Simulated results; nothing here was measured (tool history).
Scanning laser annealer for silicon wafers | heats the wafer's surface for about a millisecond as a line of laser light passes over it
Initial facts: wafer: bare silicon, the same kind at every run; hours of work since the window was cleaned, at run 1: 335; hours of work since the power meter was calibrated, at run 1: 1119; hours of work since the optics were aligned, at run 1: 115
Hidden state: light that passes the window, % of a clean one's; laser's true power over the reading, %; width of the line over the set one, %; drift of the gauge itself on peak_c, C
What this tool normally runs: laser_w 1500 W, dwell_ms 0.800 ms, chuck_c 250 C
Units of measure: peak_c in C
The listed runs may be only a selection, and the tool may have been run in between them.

run	hour	laser_w	dwell_ms	chuck_c	hours of work since the window was cleaned	hours of work since the power meter was calibrated	hours of work since the optics were aligned	peak_c
1	0.0	1500	0.800	250	335	1119	115	1018
2	31.0	1500	0.800	250	355	1139	135	1021
3	58.2	1500	0.800	250	373	1157	153	1019
4	83.9	1500	0.800	250	389	1174	170	1014
5	113.8	1500	0.800	270	409	1193	189	1037
6	148.7	1500	0.800	270	431	1216	212	1032
7	176.2	1500	0.800	250	449	1233	229	1015
8	217.5	1500	0.800	250	476	1260	256	1011
9	235.7	1500	0.800	250	488	1272	268	1010
10	262.3	1500	0.800	250	505	1289	285	1011
11	304.1	1502	0.800	250	532	1316	312	1010
12	333.1	1502	0.800	250	551	1335	331	1013
13	365.3	1502	0.800	250	572	1356	352	1010
14	405.5	1502	0.800	250	598	1382	378	1009
# hour 426.7: window over the wafer cleaned
15	431.5	1502	0.800	250	3	1397	393	1028
16	461.9	1502	0.800	250	23	1417	413	1027
17	499.6	1502	0.800	250	47	1442	437	1025
18	531.2	1500	0.800	250	68	1462	458	1025
19	555.6	1389	0.800	250	83	1478	474	970
20	576.6	1500	0.717	250	97	1491	487	987
21	604.8	1500	0.717	250	115	1510	506	986
22	631.1	1318	0.843	231	132	1527	523	931
23	667.6	1418	0.772	285	156	1550	546	1003
24	692.2	1416	0.865	225	172	1566	562	981
25	733.5	1416	0.865	225	199	1593	589	976
26	772.2	1416	0.865	225	224	1618	614	976
27	814.0	1416	0.865	225	251	1645	641	976
28	844.9	1312	0.841	250	271	1665	661	938
29	876.5	1312	0.841	250	291	1686	681	940
30	906.2	1312	0.841	250	310	1705	701	940
31	928.9	1312	0.841	250	325	1719	715	933
32	956.9	1650	0.800	289	343	1738	734	1123
33	989.0	1447	0.588	263	364	1758	754	903
34	1030.0	1447	0.588	263	391	1785	781	903
35	1060.7	1275	0.638	266	410	1805	801	853
# hour 1076.5: optics aligned, line set to its width
36	1087.1	1275	0.682	283	424	1819	7	900
37	1107.9	1398	0.640	269	438	1832	20	920
38	1127.7	1376	0.800	221	451	1845	33	929
39	1156.2	1376	0.800	221	469	1863	52	928
40	1187.7	1330	0.821	238	489	1884	72	930
41	1219.1	1605	0.800	250	510	1904	92	1064

Branching from run 41: 4 alternative next runs. What would each branch give?
A	1262.3	1526	0.800	250	538	1932	120	?
B	1262.3	1641	0.800	218	538	1932	120	?
C	1262.3	1487	0.703	246	538	1932	120	?
D	1262.3	1643	0.652	240	538	1932	120	?

run	peak_c
A	1029
B	1051
C	957
D	1000
Without the tool's unlogged condition, the same runs would have read:
run	peak_c
A	1052
B	1075
C	977
D	1023
